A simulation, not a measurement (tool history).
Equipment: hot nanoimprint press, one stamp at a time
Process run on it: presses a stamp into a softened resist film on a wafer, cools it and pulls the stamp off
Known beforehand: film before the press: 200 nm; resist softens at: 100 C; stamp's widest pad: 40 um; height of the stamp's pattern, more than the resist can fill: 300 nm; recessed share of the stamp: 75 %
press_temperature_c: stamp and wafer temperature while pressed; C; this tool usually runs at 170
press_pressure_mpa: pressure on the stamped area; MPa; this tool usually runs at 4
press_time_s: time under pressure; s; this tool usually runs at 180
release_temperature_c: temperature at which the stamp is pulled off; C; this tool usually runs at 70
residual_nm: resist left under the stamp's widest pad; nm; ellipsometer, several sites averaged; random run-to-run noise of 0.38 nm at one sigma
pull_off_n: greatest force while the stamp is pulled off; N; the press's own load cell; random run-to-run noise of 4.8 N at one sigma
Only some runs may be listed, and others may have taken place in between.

run,hour,press_temperature_c,press_pressure_mpa,press_time_s,release_temperature_c,residual_nm,pull_off_n
1,0,170,4,180,70,112.8,236
2,18.5,170,4,180,70,112.7,238
3,42.8,170,5.12,180,70,101.9,248
4,61.6,170,5.12,126,70,114.9,238
5,79.2,170,5.12,126,70,115.1,237
6,102.4,170,4.63,180,70,106.1,238
7,120.9,170,3.39,271,70,105.4,242
8,147.8,170,3.39,271,70,105.2,245
9,174.1,174,3.39,271,70,87.6,236
10,199,174,3.39,271,70,87.2,237
11,222.7,170,2.57,246,60,121.1,273
12,242.9,170,2.57,246,60,120.8,277

Taken out of this log: 1 entry between the listed runs. Where each belongs, and how the hidden state differs across it:
Runs 10 to 11: plate thermocouple calibrated (hour 216)
  true temperature over the reading, C: -0.02 -> 0; grip of the stamp's worn release coat, % over a new coat's: 0.6 -> 0.7

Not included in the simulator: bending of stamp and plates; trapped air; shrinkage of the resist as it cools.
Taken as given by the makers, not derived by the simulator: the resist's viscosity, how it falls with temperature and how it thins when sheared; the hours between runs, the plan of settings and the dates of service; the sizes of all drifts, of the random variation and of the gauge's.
